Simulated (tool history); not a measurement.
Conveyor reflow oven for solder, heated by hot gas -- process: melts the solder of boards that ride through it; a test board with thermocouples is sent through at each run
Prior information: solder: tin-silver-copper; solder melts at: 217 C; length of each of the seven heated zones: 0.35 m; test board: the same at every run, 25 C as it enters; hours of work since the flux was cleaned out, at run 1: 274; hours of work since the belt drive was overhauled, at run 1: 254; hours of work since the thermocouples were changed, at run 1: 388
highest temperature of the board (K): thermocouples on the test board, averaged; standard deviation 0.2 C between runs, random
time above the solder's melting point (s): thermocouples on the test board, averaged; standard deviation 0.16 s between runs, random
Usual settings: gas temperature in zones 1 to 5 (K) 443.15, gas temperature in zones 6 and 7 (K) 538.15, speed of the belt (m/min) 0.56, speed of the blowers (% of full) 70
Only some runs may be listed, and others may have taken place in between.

run	hour	gas temperature in zones 1 to 5 (K)	gas temperature in zones 6 and 7 (K)	speed of the belt (m/min)	speed of the blowers (% of full)	hours of work since the flux was cleaned out	hours of work since the belt drive was overhauled	hours of work since the thermocouples were changed	highest temperature of the board (K)	time above the solder's melting point (s)
1	0	443.15	538.15	0.56	70	274	254	388	520.05	50
2	14.9	443.15	538.15	0.56	70	285	265	399	520.55	49.9
3	29.6	443.15	538.15	0.56	70	296	276	410	520.15	49.9
4	49.3	443.15	538.15	0.56	70	311	291	425	520.15	49.7
5	69.9	443.15	538.15	0.56	70	327	307	441	519.85	49.7
6	79.3	443.15	538.15	0.56	70	334	314	448	519.65	49.7
7	89.7	443.15	538.15	0.56	70	342	322	455	519.95	49.7
8	100	443.15	538.15	0.56	70	349	330	463	519.65	49.6
9	117.2	456.15	538.15	0.56	70	362	343	476	521.85	56.9
10	139	443.15	538.15	0.56	70	379	359	493	519.55	49.4
11	157.5	443.15	538.15	0.56	70	393	373	507	519.45	49.6
12	179.1	443.15	538.15	0.56	70	409	389	523	519.45	49.1
# hour 187.7: flux residue cleaned out of gas plates and filters
13	196.8	443.15	541.15	0.56	70	7	399	533	524.55	54.2
14	206.6	443.15	541.15	0.56	70	14	406	540	525.15	54.3
15	220.3	443.15	538.15	0.56	53	25	417	550	515.55	45.3
16	234.3	443.15	538.15	0.56	53	35	427	561	516.05	45
17	252.4	449.15	545.15	0.619	90	49	441	575	530.65	54.8
18	269.2	449.15	545.15	0.619	90	62	454	587	531.05	54.8

What does the tool deliver on the next run?
# hour 274.2: belt drive overhauled, speed set with a stopwatch
19	285.6	443.15	551.15	0.649	54	71	9	597	?	?

{"run 19": {"highest temperature of the board (K)": 520.05, "time above the solder's melting point (s)": 41.2}}
Were there no unlogged condition in the tool, this run, its random variation unchanged, would have produced highest temperature of the board (K) 519.25, time above the solder's melting point (s) 40.2.
